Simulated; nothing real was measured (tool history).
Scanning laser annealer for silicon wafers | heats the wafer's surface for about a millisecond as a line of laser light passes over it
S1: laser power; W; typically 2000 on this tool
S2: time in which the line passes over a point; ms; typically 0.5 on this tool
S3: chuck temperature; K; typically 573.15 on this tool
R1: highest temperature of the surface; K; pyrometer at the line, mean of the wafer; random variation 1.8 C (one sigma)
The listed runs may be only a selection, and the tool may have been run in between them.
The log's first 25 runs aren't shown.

{"run": 26, "hour": 682.7, "S1": 1990, "S2": 0.5, "S3": 612.15, "R1": 1286.15}
{"run": 27, "hour": 703.8, "S1": 2000, "S2": 0.526, "S3": 610.15, "R1": 1306.15}
{"run": 28, "hour": 734.1, "S1": 1718, "S2": 0.355, "S3": 583.15, "R1": 1056.15}
{"run": 29, "hour": 761.5, "S1": 1718, "S2": 0.575, "S3": 583.15, "R1": 1174.15}
{"run": 30, "hour": 791.1, "S1": 1970, "S2": 0.5, "S3": 536.15, "R1": 1202.15}
{"run": 31, "hour": 828.0, "S1": 2006, "S2": 0.5, "S3": 573.15, "R1": 1247.15}
{"run": 32, "hour": 862.5, "S1": 2006, "S2": 0.5, "S3": 573.15, "R1": 1248.15}
{"run": 33, "hour": 879.9, "S1": 1737, "S2": 0.5, "S3": 591.15, "R1": 1147.15}
{"run": 34, "hour": 916.9, "S1": 1737, "S2": 0.414, "S3": 591.15, "R1": 1097.15}
{"run": 35, "hour": 933.2, "S1": 2168, "S2": 0.414, "S3": 542.15, "R1": 1223.15}
{"run": 36, "hour": 962.7, "S1": 2023, "S2": 0.475, "S3": 573.15, "R1": 1235.15}
{"run": 37, "hour": 991.9, "S1": 1951, "S2": 0.501, "S3": 539.15, "R1": 1183.15}
{"run": 38, "hour": 1024.3, "S1": 1951, "S2": 0.415, "S3": 539.15, "R1": 1125.15}
{"run": 39, "hour": 1048.9, "S1": 2010, "S2": 0.439, "S3": 583.15, "R1": 1211.15}
{"run": 40, "hour": 1070.4, "S1": 2010, "S2": 0.439, "S3": 583.15, "R1": 1207.15}
{"run": 41, "hour": 1103.3, "S1": 2010, "S2": 0.439, "S3": 583.15, "R1": 1206.15}

3 options for the next run, each taken on its own from the tool as it stands now. Forecast them:
{"run": "A", "hour": 1119.7, "S1": 2171, "S2": 0.5, "S3": 574.15, "R1": "?"}
{"run": "B", "hour": 1119.7, "S1": 2010, "S2": 0.439, "S3": 582.15, "R1": "?"}
{"run": "C", "hour": 1119.7, "S1": 2161, "S2": 0.439, "S3": 583.15, "R1": "?"}

run=A R1=1308.15
run=B R1=1206.15
run=C R1=1268.15
Stripped of hidden state, with their random variation kept, the same runs would have yielded:
run=A R1=1369.15
run=B R1=1259.15
run=C R1=1325.15
